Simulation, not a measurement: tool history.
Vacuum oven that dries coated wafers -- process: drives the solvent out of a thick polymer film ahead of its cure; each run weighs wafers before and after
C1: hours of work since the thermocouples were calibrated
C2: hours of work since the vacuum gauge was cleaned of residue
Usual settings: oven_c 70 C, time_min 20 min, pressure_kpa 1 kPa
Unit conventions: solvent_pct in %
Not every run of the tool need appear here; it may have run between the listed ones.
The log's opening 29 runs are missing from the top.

Run 30, hour 1254.7: usual settings but time_min 36 min, pressure_kpa 2.87 kPa; C1 412; C2 999. Result: solvent_pct 1.04 %.
Run 31, hour 1303.4: usual settings but oven_c 78 C, time_min 13 min, pressure_kpa 0.68 kPa; C1 443; C2 1030. Result: solvent_pct 0.68 %.
Run 32, hour 1358: usual settings but pressure_kpa 0.5 kPa; C1 478; C2 1065. Result: solvent_pct 0.78 %.
Run 33, hour 1394.8: usual settings but time_min 30 min, pressure_kpa 1.12 kPa; C1 501; C2 1088. Result: solvent_pct 0.55 %.
Run 34, hour 1419.4: usual settings but time_min 30 min, pressure_kpa 3.6 kPa; C1 517; C2 1104. Result: solvent_pct 1.54 %.
Run 35, hour 1474.4: usual settings but time_min 30 min, pressure_kpa 3.6 kPa; C1 552; C2 1139. Result: solvent_pct 1.46 %.
Run 36, hour 1521.3: usual settings but oven_c 68 C, pressure_kpa 1.48 kPa; C1 581; C2 1168. Result: solvent_pct 1.46 %.
Run 37, hour 1572.2: usual settings but oven_c 68 C, pressure_kpa 1.48 kPa; C1 614; C2 1201. Result: solvent_pct 1.42 %.
Run 38, hour 1614.3: usual settings but time_min 12 min; C1 640; C2 1227. Result: solvent_pct 2.09 %.
At hour 1636.2: oven's thermocouples calibrated.
Run 39, hour 1647.8: usual settings but oven_c 56 C, time_min 12 min; C1 7; C2 1247. Result: solvent_pct 6.05 %.
Run 40, hour 1685.6: usual settings but oven_c 71 C, time_min 17 min, pressure_kpa 3.76 kPa; C1 31; C2 1271. Result: solvent_pct 2.15 %.
Run 41, hour 1714.6: usual settings but oven_c 57 C, time_min 17 min, pressure_kpa 1.41 kPa; C1 50; C2 1290. Result: solvent_pct 4.66 %.
Run 42, hour 1738.9: usual settings but oven_c 75 C, time_min 15 min, pressure_kpa 3.52 kPa; C1 65; C2 1305. Result: solvent_pct 1.61 %.
Run 43, hour 1763.1: usual settings but oven_c 75 C, time_min 15 min, pressure_kpa 3.52 kPa; C1 80; C2 1320. Result: solvent_pct 1.51 %.
Run 44, hour 1798.1: usual settings but oven_c 85 C, pressure_kpa 0.51 kPa; C1 103; C2 1343. Result: solvent_pct 0.11 %.
Run 45, hour 1828.8: usual settings but oven_c 85 C, pressure_kpa 0.51 kPa; C1 122; C2 1362. Result: solvent_pct 0.08 %.
Run 46, hour 1870.6: usual settings but oven_c 60 C, pressure_kpa 1.23 kPa; C1 149; C2 1389. Result: solvent_pct 3.08 %.
Run 47, hour 1919.3: usual settings but time_min 19 min, pressure_kpa 1.46 kPa; C1 180; C2 1419. Result: solvent_pct 1.25 %.

Below are 4 alternative next runs, each starting from the tool's condition after run 47. Predict each:
Run A, hour 1943.7: usual settings but time_min 19 min, pressure_kpa 1.2 kPa; C1 195; C2 1435. Result: solvent_pct ?.
Run B, hour 1943.7: usual settings but pressure_kpa 1.03 kPa; C1 195; C2 1435. Result: solvent_pct ?.
Run C, hour 1943.7: usual settings but time_min 34 min, pressure_kpa 2.01 kPa; C1 195; C2 1435. Result: solvent_pct ?.
Run D, hour 1943.7: usual settings but oven_c 79 C, time_min 12 min, pressure_kpa 1.46 kPa; C1 195; C2 1435. Result: solvent_pct ?.

run  solvent_pct
  A         1.18
  B         0.91
  C         0.95
  D         0.89
What these runs would have given with no unlogged condition in the tool:
run  solvent_pct
  A         1.16
  B          0.9
  C         0.94
  D         0.88

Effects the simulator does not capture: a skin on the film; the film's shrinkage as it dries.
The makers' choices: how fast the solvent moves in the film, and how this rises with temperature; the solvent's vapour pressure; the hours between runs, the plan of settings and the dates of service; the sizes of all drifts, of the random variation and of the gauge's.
